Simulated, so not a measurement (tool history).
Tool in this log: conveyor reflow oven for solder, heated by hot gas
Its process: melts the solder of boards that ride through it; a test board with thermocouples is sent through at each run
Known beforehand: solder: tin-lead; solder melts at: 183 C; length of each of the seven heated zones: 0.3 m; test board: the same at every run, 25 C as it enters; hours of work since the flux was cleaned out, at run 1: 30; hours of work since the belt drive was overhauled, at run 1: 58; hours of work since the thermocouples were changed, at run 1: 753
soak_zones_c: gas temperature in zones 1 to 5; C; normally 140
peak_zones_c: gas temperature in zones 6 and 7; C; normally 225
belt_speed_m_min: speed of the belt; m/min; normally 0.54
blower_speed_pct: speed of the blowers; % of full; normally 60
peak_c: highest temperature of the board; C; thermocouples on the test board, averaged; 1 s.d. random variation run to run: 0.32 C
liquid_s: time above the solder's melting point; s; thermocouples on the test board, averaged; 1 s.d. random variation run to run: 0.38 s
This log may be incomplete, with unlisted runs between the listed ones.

run,day,soak_zones_c,peak_zones_c,belt_speed_m_min,blower_speed_pct,hours of work since the flux was cleaned out,hours of work since the belt drive was overhauled,hours of work since the thermocouples were changed,peak_c,liquid_s
1,0,140,225,0.54,60,30,58,753,204.3,38.6
2,0.812,140,225,0.54,60,38,66,761,204.7,38.3
3,1.362,140,225,0.54,60,43,71,766,204.2,38.9
4,2.05,140,225,0.54,60,50,78,773,204.2,38.2
5,2.788,140,225,0.54,60,57,85,780,203.8,38.7
6,3.354,140,225,0.649,60,63,90,785,197.5,24.3
7,4.054,140,225,0.489,60,69,97,792,207.1,46.3
8,4.662,140,225,0.489,60,75,103,798,206.8,46.3
9,5.058,140,225,0.489,60,79,107,801,206.9,47
10,5.496,140,225,0.489,60,83,111,806,206.7,46.7
11,5.925,140,225,0.557,60,87,115,810,202.9,35.4
12,6.383,140,225,0.557,60,92,120,814,203,35
13,7.129,140,225,0.557,60,99,127,821,202.9,36
14,7.483,140,225,0.546,60,102,130,825,204.1,37.2
# day 7.925: thermocouples of zones 6 and 7 changed
15,7.933,140,225,0.546,60,106,134,0,204.3,39
16,8.521,127,225,0.54,60,112,139,6,202.7,32.4
17,9.2,139,225,0.467,60,118,146,12,209.4,51.1
18,9.946,150,226,0.5,79,125,153,19,214.1,56.7
19,10.533,150,226,0.5,79,131,159,25,214.2,56.8
20,11.242,150,213,0.5,79,138,166,32,203,47
21,11.912,150,220,0.5,79,144,172,38,208.9,53.5
22,12.504,129,215,0.484,60,150,178,44,197.7,32.5
23,12.867,129,215,0.484,60,153,181,48,198.2,33
24,13.6,147,225,0.506,57,160,188,55,208,46.8
25,14.229,127,217,0.451,60,166,194,61,201.5,40.1
26,14.612,152,217,0.618,89,170,198,64,203.7,37.8
27,15.275,147,225,0.495,83,177,204,71,213.6,55.1
28,15.617,144,227,0.54,60,180,208,74,206.9,43.5
29,15.958,144,227,0.54,60,183,211,77,207,42.7
30,16.517,131,221,0.461,57,188,216,83,203.2,42.1

How would selected steps in peak_c from run to run divide? Give the signed amount a tool lacking its hidden state would still show from settings, what came in and random variation, and the signed amount left for the hidden state, including any gauge scatter that is not in both of the compared results.
The hidden state here: heat that the gas passes to the board, % of a clean oven's; belt's true speed, % of the reading; true gas temperature in zones 6 and 7 over the reading, C; drift of the gauge itself on peak_c, C; drift of the gauge itself on liquid_s, %.
Run 3 -> 4: no setting touched and nothing written in the log between the runs. peak_c +0 C: hidden state -0.1, all else +0.1.
Run 14 -> 15: thermocouples of zones 6 and 7 changed. peak_c +0.2 C: hidden state +1.6, all else -1.4.
Run 19 -> 20: peak_zones_c 226 -> 213. peak_c -11.2 C: hidden state +0.1, all else -11.3.
Run 21 -> 22: soak_zones_c 150 -> 129, peak_zones_c 220 -> 215, belt_speed_m_min 0.5 -> 0.484, blower_speed_pct 79 -> 60. peak_c -11.2 C: hidden state -0.2, all else -11.
Run 26 -> 27: soak_zones_c 152 -> 147, peak_zones_c 217 -> 225, belt_speed_m_min 0.618 -> 0.495, blower_speed_pct 89 -> 83. peak_c +9.9 C: hidden state +0, all else +9.9.
